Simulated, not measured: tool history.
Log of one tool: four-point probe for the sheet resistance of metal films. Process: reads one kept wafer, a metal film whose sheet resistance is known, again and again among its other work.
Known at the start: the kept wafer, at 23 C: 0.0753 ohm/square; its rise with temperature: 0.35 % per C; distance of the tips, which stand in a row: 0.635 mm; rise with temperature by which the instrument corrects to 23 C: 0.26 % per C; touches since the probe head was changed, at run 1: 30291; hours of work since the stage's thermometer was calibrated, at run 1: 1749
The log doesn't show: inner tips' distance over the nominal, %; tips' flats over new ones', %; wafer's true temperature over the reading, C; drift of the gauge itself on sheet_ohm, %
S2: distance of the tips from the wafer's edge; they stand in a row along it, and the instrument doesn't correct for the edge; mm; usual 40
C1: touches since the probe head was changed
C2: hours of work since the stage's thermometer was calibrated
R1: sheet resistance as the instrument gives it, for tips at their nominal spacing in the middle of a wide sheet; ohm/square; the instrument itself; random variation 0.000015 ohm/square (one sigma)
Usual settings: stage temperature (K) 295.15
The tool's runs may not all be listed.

Run 1, day 0.000: usual settings; C1 30291; C2 1749. Result: R1 0.075162 ohm/square.
Run 2, day 0.758: usual settings; C1 31113; C2 1763. Result: R1 0.075207 ohm/square.
Run 3, day 1.883: usual settings; C1 32334; C2 1784. Result: R1 0.075195 ohm/square.
Run 4, day 2.854: usual settings; C1 33387; C2 1802. Result: R1 0.075227 ohm/square.
Run 5, day 3.725: usual settings but S2 73 mm; C1 34327; C2 1819. Result: R1 0.075174 ohm/square.
Run 6, day 4.221: usual settings but S2 73 mm; C1 34866; C2 1828. Result: R1 0.075222 ohm/square.
Run 7, day 5.275: usual settings but S2 73 mm; C1 36009; C2 1848. Result: R1 0.075232 ohm/square.
Run 8, day 5.929: usual settings but S2 73 mm; C1 36720; C2 1860. Result: R1 0.075237 ohm/square.
Run 9, day 6.962: usual settings but stage temperature (K) 306.15; C1 37838; C2 1879. Result: R1 0.075957 ohm/square.
Run 10, day 7.946: usual settings but stage temperature (K) 306.15; C1 38904; C2 1897. Result: R1 0.075987 ohm/square.
Run 11, day 8.962: usual settings but stage temperature (K) 306.15; C1 40007; C2 1916. Result: R1 0.075990 ohm/square.
Run 12, day 10.046: usual settings; C1 41183; C2 1936. Result: R1 0.075260 ohm/square.
Run 13, day 10.579: usual settings; C1 41759; C2 1946. Result: R1 0.075272 ohm/square.
Run 14, day 11.683: usual settings; C1 42957; C2 1967. Result: R1 0.075258 ohm/square.
Run 15, day 12.779: usual settings but S2 4 mm; C1 44146; C2 1987. Result: R1 0.076254 ohm/square.
Run 16, day 13.704: usual settings; C1 45145; C2 2005. Result: R1 0.075266 ohm/square.
At day 13.825: stage's thermometer calibrated.
Run 17, day 14.642: usual settings; C1 46142; C2 15. Result: R1 0.075363 ohm/square.
Run 18, day 15.133: usual settings; C1 46673; C2 24. Result: R1 0.075392 ohm/square.
Run 19, day 16.229: usual settings; C1 47864; C2 45. Result: R1 0.075390 ohm/square.
Run 20, day 17.196: usual settings but S2 8 mm; C1 48910; C2 63. Result: R1 0.075642 ohm/square.
Run 21, day 18.096: usual settings but S2 8 mm; C1 49883; C2 80. Result: R1 0.075618 ohm/square.
Run 22, day 19.008: usual settings but S2 8 mm; C1 50874; C2 97. Result: R1 0.075648 ohm/square.
At day 19.521: stage's thermometer calibrated, once more.
Run 23, day 19.696: usual settings but S2 5 mm; C1 51595; C2 3. Result: R1 0.075741 ohm/square.
Run 24, day 20.712: usual settings but S2 5 mm; C1 52699; C2 22. Result: R1 0.075757 ohm/square.
Run 25, day 21.388: usual settings but stage temperature (K) 293.15, S2 17 mm; C1 53432; C2 35. Result: R1 0.075039 ohm/square.
Run 26, day 22.254: usual settings but stage temperature (K) 293.15, S2 13 mm; C1 54370; C2 51. Result: R1 0.075051 ohm/square.
Run 27, day 23.054: usual settings but stage temperature (K) 305.15, S2 17 mm; C1 55237; C2 66. Result: R1 0.075822 ohm/square.
Run 28, day 24.046: usual settings but stage temperature (K) 301.15, S2 5 mm; C1 56314; C2 84. Result: R1 0.076207 ohm/square.
Run 29, day 24.554: usual settings but S2 50 mm; C1 56863; C2 94. Result: R1 0.075123 ohm/square.
Run 30, day 25.300: usual settings but stage temperature (K) 297.15, S2 33 mm; C1 57674; C2 108. Result: R1 0.075305 ohm/square.
Run 31, day 26.046: usual settings but stage temperature (K) 297.15, S2 33 mm; C1 58482; C2 122. Result: R1 0.075295 ohm/square.
Run 32, day 27.017: usual settings but stage temperature (K) 296.15, S2 48 mm; C1 59534; C2 140. Result: R1 0.075255 ohm/square.
Run 33, day 27.721: usual settings but stage temperature (K) 296.15, S2 48 mm; C1 60294; C2 153. Result: R1 0.075251 ohm/square.
Run 34, day 28.700: usual settings but S2 9 mm; C1 61356; C2 171. Result: R1 0.075382 ohm/square.
Run 35, day 29.271: usual settings but S2 9 mm; C1 61979; C2 182. Result: R1 0.075371 ohm/square.
Run 36, day 29.996: usual settings but S2 9 mm; C1 62765; C2 195. Result: R1 0.075384 ohm/square.
Run 37, day 30.946: usual settings but stage temperature (K) 303.15, S2 4 mm; C1 63793; C2 213. Result: R1 0.076744 ohm/square.
Run 38, day 31.425: usual settings but stage temperature (K) 297.15, S2 24 mm; C1 64311; C2 222. Result: R1 0.075358 ohm/square.
Run 39, day 31.983: usual settings but stage temperature (K) 297.15, S2 24 mm; C1 64919; C2 232. Result: R1 0.075355 ohm/square.
Run 40, day 32.871: usual settings but stage temperature (K) 297.15, S2 17 mm; C1 65880; C2 249. Result: R1 0.075401 ohm/square.
Run 41, day 33.767: usual settings but stage temperature (K) 300.15; C1 66851; C2 266. Result: R1 0.075555 ohm/square.
Run 42, day 34.683: usual settings but stage temperature (K) 307.15, S2 10 mm; C1 67843; C2 283. Result: R1 0.076189 ohm/square.
Run 43, day 35.200: usual settings but stage temperature (K) 307.15, S2 10 mm; C1 68406; C2 292. Result: R1 0.076213 ohm/square.
Run 44, day 35.804: usual settings but stage temperature (K) 307.15, S2 10 mm; C1 69061; C2 304. Result: R1 0.076194 ohm/square.
Run 45, day 36.754: usual settings but stage temperature (K) 307.15, S2 10 mm; C1 70089; C2 321. Result: R1 0.076201 ohm/square.

3 ways to go on from here, each from the tool as it stands after run 45. What would each give?
Run A, day 37.529: usual settings but S2 8 mm; C1 70931; C2 336. Result: R1 ?.
Run B, day 37.529: usual settings but stage temperature (K) 298.15, S2 6 mm; C1 70931; C2 336. Result: R1 ?.
Run C, day 37.529: usual settings but S2 39 mm; C1 70931; C2 336. Result: R1 ?.

run        R1
  A  0.075499
  B  0.075917
  C  0.075285
Without the tool's hidden state the same runs would have given:
run        R1
  A  0.075493
  B  0.075910
  C  0.075278
